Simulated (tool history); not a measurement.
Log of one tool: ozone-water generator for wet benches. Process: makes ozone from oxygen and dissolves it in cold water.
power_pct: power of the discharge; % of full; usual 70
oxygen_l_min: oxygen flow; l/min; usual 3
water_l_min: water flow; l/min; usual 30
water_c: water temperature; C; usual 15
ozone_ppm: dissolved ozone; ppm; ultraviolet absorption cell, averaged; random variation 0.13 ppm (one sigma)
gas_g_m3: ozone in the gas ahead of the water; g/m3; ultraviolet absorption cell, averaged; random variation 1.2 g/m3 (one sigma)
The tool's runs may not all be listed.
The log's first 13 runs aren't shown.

| run | hour | power_pct | oxygen_l_min | water_l_min | water_c | ozone_ppm | gas_g_m3 |
|---|---|---|---|---|---|---|---|
| 14 | 988.4 | 70 | 3 | 30 | 15 | 12.7 | 202.1 |
| 15 | 1050.7 | 56 | 3 | 30 | 15 | 10.5 | 166.2 |
| 16 | 1155.4 | 56 | 3 | 30 | 15 | 10.5 | 164.5 |
| 17 | 1221.9 | 56 | 3 | 30 | 15 | 10.3 | 165.1 |
| 18 | 1292.3 | 56 | 3 | 30 | 15 | 10.3 | 164.6 |
| 19 | 1394.8 | 55 | 3.46 | 24 | 7 | 13.9 | 149.1 |
| 20 | 1478.2 | 55 | 1.58 | 43 | 23 | 5.5 | 238 |
| 21 | 1582.1 | 55 | 1.58 | 43 | 23 | 5.9 | 237.2 |
| 22 | 1665.9 | 50 | 3.05 | 27 | 16 | 10.3 | 146.4 |
| 23 | 1726 | 70 | 3.64 | 21 | 15 | 18.2 | 179.5 |
| 24 | 1830.7 | 70 | 1.7 | 21 | 15 | 16.2 | 284.1 |
| 25 | 1906.8 | 70 | 1.7 | 43 | 10 | 7.3 | 285.3 |
| 26 | 1978.6 | 70 | 2.09 | 34 | 9 | 10.4 | 248.4 |
| 27 | 2077.9 | 70 | 2.09 | 34 | 9 | 10.6 | 248.4 |
| 28 | 2133.1 | 70 | 2.09 | 34 | 9 | 10.3 | 250.4 |
| 29 | 2231.6 | 70 | 2.09 | 34 | 9 | 10.3 | 249.6 |
| 30 | 2334.8 | 70 | 2.09 | 34 | 9 | 10.3 | 247.5 |
| 31 | 2401.3 | 76 | 5.12 | 38 | 17 | 11.2 | 154.1 |
| 32 | 2464.3 | 72 | 5.12 | 38 | 12 | 11 | 146.4 |
| 33 | 2555.3 | 70 | 3 | 24 | 16 | 15.4 | 198 |

3 ways to go on from here, each from the tool as it stands after run 33. What would each give?
| A | 2645.3 | 60 | 2.66 | 30 | 10 | ? | ? |
| B | 2645.3 | 90 | 3 | 30 | 15 | ? | ? |
| C | 2645.3 | 70 | 3 | 30 | 18 | ? | ? |

| run | ozone_ppm | gas_g_m3 |
|---|---|---|
| A | 10.9 | 186.5 |
| B | 15.3 | 247.5 |
| C | 12 | 198.2 |
Without the tool's hidden state the same runs would have given:
| run | ozone_ppm | gas_g_m3 |
|---|---|---|
| A | 11.9 | 194.4 |
| B | 17.1 | 262.6 |
| C | 13.3 | 208.1 |
